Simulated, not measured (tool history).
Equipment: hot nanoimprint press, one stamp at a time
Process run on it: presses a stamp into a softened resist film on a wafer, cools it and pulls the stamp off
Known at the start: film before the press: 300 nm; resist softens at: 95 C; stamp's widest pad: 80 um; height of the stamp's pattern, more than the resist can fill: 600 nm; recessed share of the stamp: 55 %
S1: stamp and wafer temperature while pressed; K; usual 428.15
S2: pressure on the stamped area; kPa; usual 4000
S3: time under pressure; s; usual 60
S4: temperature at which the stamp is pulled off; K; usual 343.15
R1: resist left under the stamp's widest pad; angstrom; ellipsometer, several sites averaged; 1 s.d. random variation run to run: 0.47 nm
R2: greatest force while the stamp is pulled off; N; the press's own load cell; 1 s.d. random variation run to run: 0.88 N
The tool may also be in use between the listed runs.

{"run": 1, "hour": 0.0, "S1": 428.15, "S2": 4000, "S3": 60, "S4": 343.15, "R1": 1526, "R2": 121.1}
{"run": 2, "hour": 8.4, "S1": 428.15, "S2": 4000, "S3": 49, "S4": 343.15, "R1": 1647, "R2": 122.4}
{"run": 3, "hour": 19.0, "S1": 428.15, "S2": 4000, "S3": 49, "S4": 343.15, "R1": 1636, "R2": 124.4}
{"run": 4, "hour": 29.7, "S1": 428.15, "S2": 4000, "S3": 49, "S4": 343.15, "R1": 1647, "R2": 125.4}
{"run": 5, "hour": 46.7, "S1": 428.15, "S2": 4000, "S3": 49, "S4": 349.15, "R1": 1641, "R2": 111}
{"run": 6, "hour": 62.9, "S1": 428.15, "S2": 4000, "S3": 49, "S4": 349.15, "R1": 1646, "R2": 114.8}
{"hour": 77.7, "done": "stamp cleaned and given a new release coat"}
{"run": 7, "hour": 80.9, "S1": 428.15, "S2": 4000, "S3": 49, "S4": 349.15, "R1": 1644, "R2": 104.6}
{"run": 8, "hour": 91.3, "S1": 428.15, "S2": 4000, "S3": 49, "S4": 349.15, "R1": 1651, "R2": 105.9}
{"run": 9, "hour": 103.8, "S1": 428.15, "S2": 4000, "S3": 49, "S4": 349.15, "R1": 1645, "R2": 108.6}
{"run": 10, "hour": 120.9, "S1": 440.15, "S2": 4000, "S3": 60, "S4": 343.15, "R1": 964, "R2": 123.9}
{"run": 11, "hour": 128.2, "S1": 440.15, "S2": 4760, "S3": 60, "S4": 343.15, "R1": 884, "R2": 125.7}
{"run": 12, "hour": 137.9, "S1": 428.15, "S2": 4000, "S3": 60, "S4": 346.15, "R1": 1554, "R2": 117.8}
{"run": 13, "hour": 154.4, "S1": 417.15, "S2": 4000, "S3": 60, "S4": 343.15, "R1": 2237, "R2": 129.3}
{"run": 14, "hour": 166.2, "S1": 428.15, "S2": 4000, "S3": 60, "S4": 345.15, "R1": 1549, "R2": 125}
{"hour": 178.5, "done": "stamp cleaned and given a new release coat"}
{"run": 15, "hour": 186.5, "S1": 428.15, "S2": 4000, "S3": 60, "S4": 345.15, "R1": 1544, "R2": 115.3}
{"run": 16, "hour": 195.1, "S1": 428.15, "S2": 5170, "S3": 60, "S4": 340.15, "R1": 1382, "R2": 128.9}
{"run": 17, "hour": 202.1, "S1": 433.15, "S2": 5090, "S3": 87, "S4": 344.15, "R1": 973, "R2": 120.8}
{"run": 18, "hour": 217.0, "S1": 434.15, "S2": 4000, "S3": 41, "S4": 350.15, "R1": 1418, "R2": 106.2}
{"hour": 221.0, "done": "plate thermocouple calibrated"}
{"run": 19, "hour": 234.3, "S1": 434.15, "S2": 4180, "S3": 112, "S4": 332.15, "R1": 931, "R2": 154.9}
{"run": 20, "hour": 249.0, "S1": 420.15, "S2": 4210, "S3": 60, "S4": 343.15, "R1": 2037, "R2": 127.4}
{"run": 21, "hour": 257.9, "S1": 420.15, "S2": 4210, "S3": 60, "S4": 343.15, "R1": 2038, "R2": 127.8}
{"run": 22, "hour": 266.1, "S1": 425.15, "S2": 4210, "S3": 60, "S4": 343.15, "R1": 1718, "R2": 128.4}
{"hour": 282.1, "done": "stamp cleaned and given a new release coat"}
{"hour": 286.6, "done": "plate thermocouple calibrated, once more"}
{"run": 23, "hour": 289.5, "S1": 425.15, "S2": 4210, "S3": 60, "S4": 343.15, "R1": 1622, "R2": 116.9}
{"run": 24, "hour": 306.3, "S1": 428.15, "S2": 4000, "S3": 39, "S4": 343.15, "R1": 1721, "R2": 118.7}
{"run": 25, "hour": 319.5, "S1": 428.15, "S2": 4060, "S3": 60, "S4": 328.15, "R1": 1460, "R2": 156.3}
{"run": 26, "hour": 328.1, "S1": 428.15, "S2": 4060, "S3": 60, "S4": 328.15, "R1": 1468, "R2": 156.7}
{"run": 27, "hour": 344.8, "S1": 424.15, "S2": 5940, "S3": 101, "S4": 335.15, "R1": 1210, "R2": 145}
{"run": 28, "hour": 359.4, "S1": 421.15, "S2": 4000, "S3": 60, "S4": 348.15, "R1": 1909, "R2": 112.4}
{"run": 29, "hour": 374.5, "S1": 421.15, "S2": 4170, "S3": 65, "S4": 348.15, "R1": 1841, "R2": 114.9}

For some of the steps in R1 from one run to the next: how much would appear even if the tool had no hidden state, given the settings, what came in and random variation, and how much remains for the hidden state plus any gauge scatter that the measured result and the result without hidden state don't share?
Hidden conditions of the tool in this case: true temperature over the reading, C; pressure that arrives at the usual setting, %; grip of the stamp's worn release coat, % over a new coat's; drift of the gauge itself on residual_nm, %; drift of the gauge itself on pull_off_n, %.
Run 19 -> 20: S1 434.15 -> 420.15, S2 4180 -> 4210, S3 112 -> 60, S4 332.15 -> 343.15. R1 +1106 angstrom: hidden state +40, all else +1066.
Run 22 -> 23: stamp cleaned and given a new release coat, plate thermocouple calibrated, once more. R1 -96 angstrom: hidden state -101, all else +5.
Run 27 -> 28: S1 424.15 -> 421.15, S2 5940 -> 4000, S3 101 -> 60, S4 335.15 -> 348.15. R1 +699 angstrom: hidden state +0, all else +699.
